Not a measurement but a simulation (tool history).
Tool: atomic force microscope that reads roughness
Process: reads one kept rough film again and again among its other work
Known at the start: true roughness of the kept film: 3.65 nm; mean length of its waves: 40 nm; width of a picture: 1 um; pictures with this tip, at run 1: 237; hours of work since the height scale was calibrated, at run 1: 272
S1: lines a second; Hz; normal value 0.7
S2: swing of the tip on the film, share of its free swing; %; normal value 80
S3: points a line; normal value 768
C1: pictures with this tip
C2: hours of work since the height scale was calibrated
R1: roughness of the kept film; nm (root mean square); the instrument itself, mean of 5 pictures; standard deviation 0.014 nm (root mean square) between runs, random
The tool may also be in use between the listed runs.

{"run": 1, "hour": 0.0, "S1": 0.7, "S2": 80, "S3": 768, "C1": 237, "C2": 272, "R1": 2.671}
{"run": 2, "hour": 8.0, "S1": 0.7, "S2": 77, "S3": 768, "C1": 248, "C2": 277, "R1": 2.665}
{"run": 3, "hour": 19.2, "S1": 2.913, "S2": 80, "S3": 768, "C1": 265, "C2": 284, "R1": 2.456}
{"run": 4, "hour": 33.8, "S1": 1.592, "S2": 80, "S3": 768, "C1": 287, "C2": 293, "R1": 2.509}
{"run": 5, "hour": 44.5, "S1": 1.592, "S2": 80, "S3": 768, "C1": 303, "C2": 299, "R1": 2.512}
{"run": 6, "hour": 55.5, "S1": 1.592, "S2": 80, "S3": 768, "C1": 320, "C2": 306, "R1": 2.504}
{"run": 7, "hour": 67.1, "S1": 1.592, "S2": 80, "S3": 768, "C1": 337, "C2": 313, "R1": 2.457}
{"run": 8, "hour": 80.1, "S1": 1.592, "S2": 80, "S3": 768, "C1": 356, "C2": 321, "R1": 2.403}
{"run": 9, "hour": 94.9, "S1": 1.592, "S2": 80, "S3": 768, "C1": 379, "C2": 331, "R1": 2.402}
{"hour": 104.2, "done": "new tip fitted"}
{"run": 10, "hour": 106.3, "S1": 1.592, "S2": 80, "S3": 768, "C1": 3, "C2": 337, "R1": 3.148}
{"hour": 108.1, "done": "height scale calibrated on a step standard"}
{"run": 11, "hour": 114.7, "S1": 1.361, "S2": 59, "S3": 632, "C1": 14, "C2": 4, "R1": 3.248}
{"run": 12, "hour": 126.3, "S1": 1.361, "S2": 59, "S3": 632, "C1": 31, "C2": 11, "R1": 3.217}
{"hour": 133.0, "done": "height scale calibrated on a step standard, once more"}
{"run": 13, "hour": 136.4, "S1": 0.82, "S2": 80, "S3": 458, "C1": 45, "C2": 2, "R1": 3.145}
{"run": 14, "hour": 146.8, "S1": 3.711, "S2": 77, "S3": 367, "C1": 60, "C2": 8, "R1": 2.894}
{"run": 15, "hour": 162.2, "S1": 3.711, "S2": 77, "S3": 367, "C1": 83, "C2": 18, "R1": 2.844}
{"run": 16, "hour": 172.4, "S1": 1.588, "S2": 77, "S3": 638, "C1": 99, "C2": 24, "R1": 2.962}
{"run": 17, "hour": 181.9, "S1": 1.588, "S2": 77, "S3": 638, "C1": 113, "C2": 30, "R1": 2.918}
{"run": 18, "hour": 192.0, "S1": 1.168, "S2": 77, "S3": 638, "C1": 128, "C2": 36, "R1": 2.932}
{"run": 19, "hour": 199.5, "S1": 0.933, "S2": 83, "S3": 768, "C1": 139, "C2": 41, "R1": 2.897}

Describe how what the log doesn't record of the tool's condition differs between the last listed run preceding each entry between runs and the first listed run following it.
From run 9 to run 10: new tip fitted (hour 104.2)
  radius of the tip, nm: 50.5 -> 10.8; height scale over the true one, %: -0.42 -> -0.43
  difference, measured minus the result without the unlogged condition, R1: -0.817 -> -0.034 nm (root mean square)
From run 10 to run 11: height scale calibrated on a step standard (hour 108.1)
  radius of the tip, nm: 10.8 -> 11.9; height scale over the true one, %: -0.43 -> -0.64
  difference, measured minus the result without the unlogged condition, R1: -0.034 -> -0.073 nm (root mean square)
From run 12 to run 13: height scale calibrated on a step standard, once more (hour 133)
  radius of the tip, nm: 13.4 -> 14.8; height scale over the true one, %: -0.65 -> 0.01
  difference, measured minus the result without the unlogged condition, R1: -0.111 -> -0.124 nm (root mean square)

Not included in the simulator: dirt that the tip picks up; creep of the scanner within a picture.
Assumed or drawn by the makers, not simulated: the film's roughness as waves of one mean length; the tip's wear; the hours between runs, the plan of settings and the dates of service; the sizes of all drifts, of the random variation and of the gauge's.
